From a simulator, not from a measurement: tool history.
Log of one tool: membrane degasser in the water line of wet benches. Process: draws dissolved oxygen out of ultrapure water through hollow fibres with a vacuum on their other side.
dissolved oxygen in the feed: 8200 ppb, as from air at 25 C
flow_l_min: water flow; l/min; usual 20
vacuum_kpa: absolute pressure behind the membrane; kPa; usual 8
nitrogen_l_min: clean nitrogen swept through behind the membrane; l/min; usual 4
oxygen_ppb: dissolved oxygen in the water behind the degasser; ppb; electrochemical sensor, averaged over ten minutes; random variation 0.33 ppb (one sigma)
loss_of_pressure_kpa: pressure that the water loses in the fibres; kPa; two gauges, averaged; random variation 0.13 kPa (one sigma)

{"run": 1, "day": 0.0, "flow_l_min": 20, "vacuum_kpa": 8, "nitrogen_l_min": 4, "oxygen_ppb": 65.5, "loss_of_pressure_kpa": 54.5}
{"run": 2, "day": 1.146, "flow_l_min": 20, "vacuum_kpa": 8, "nitrogen_l_min": 4, "oxygen_ppb": 65.7, "loss_of_pressure_kpa": 54.47}
{"run": 3, "day": 2.908, "flow_l_min": 20, "vacuum_kpa": 8, "nitrogen_l_min": 4, "oxygen_ppb": 65.9, "loss_of_pressure_kpa": 54.43}
{"run": 4, "day": 5.258, "flow_l_min": 20, "vacuum_kpa": 8, "nitrogen_l_min": 7.1, "oxygen_ppb": 40.7, "loss_of_pressure_kpa": 54.6}
{"run": 5, "day": 7.175, "flow_l_min": 20, "vacuum_kpa": 5.9, "nitrogen_l_min": 4, "oxygen_ppb": 40.5, "loss_of_pressure_kpa": 54.58}
{"run": 6, "day": 8.796, "flow_l_min": 20, "vacuum_kpa": 5.9, "nitrogen_l_min": 4, "oxygen_ppb": 40.2, "loss_of_pressure_kpa": 54.51}
{"run": 7, "day": 11.208, "flow_l_min": 31, "vacuum_kpa": 5.9, "nitrogen_l_min": 4, "oxygen_ppb": 80.3, "loss_of_pressure_kpa": 84.45}
{"run": 8, "day": 12.625, "flow_l_min": 31, "vacuum_kpa": 5.9, "nitrogen_l_min": 4, "oxygen_ppb": 79.7, "loss_of_pressure_kpa": 84.56}
{"run": 9, "day": 14.892, "flow_l_min": 31, "vacuum_kpa": 5.9, "nitrogen_l_min": 4, "oxygen_ppb": 80, "loss_of_pressure_kpa": 84.38}
{"run": 10, "day": 16.983, "flow_l_min": 31, "vacuum_kpa": 5.9, "nitrogen_l_min": 4, "oxygen_ppb": 80.4, "loss_of_pressure_kpa": 84.52}
{"run": 11, "day": 18.867, "flow_l_min": 31, "vacuum_kpa": 5.9, "nitrogen_l_min": 4, "oxygen_ppb": 79.8, "loss_of_pressure_kpa": 84.66}

Forecast run 12:
{"day": 19.004, "done": "vacuum gauge calibrated"}
{"run": 12, "day": 21.038, "flow_l_min": 31, "vacuum_kpa": 5.9, "nitrogen_l_min": 4, "oxygen_ppb": "?", "loss_of_pressure_kpa": "?"}

Run 12 gave oxygen_ppb 80.3 ppb, loss_of_pressure_kpa 84.58 kPa.
Without the tool's hidden state the same run would have given oxygen_ppb 78.1 ppb, loss_of_pressure_kpa 83.97 kPa.
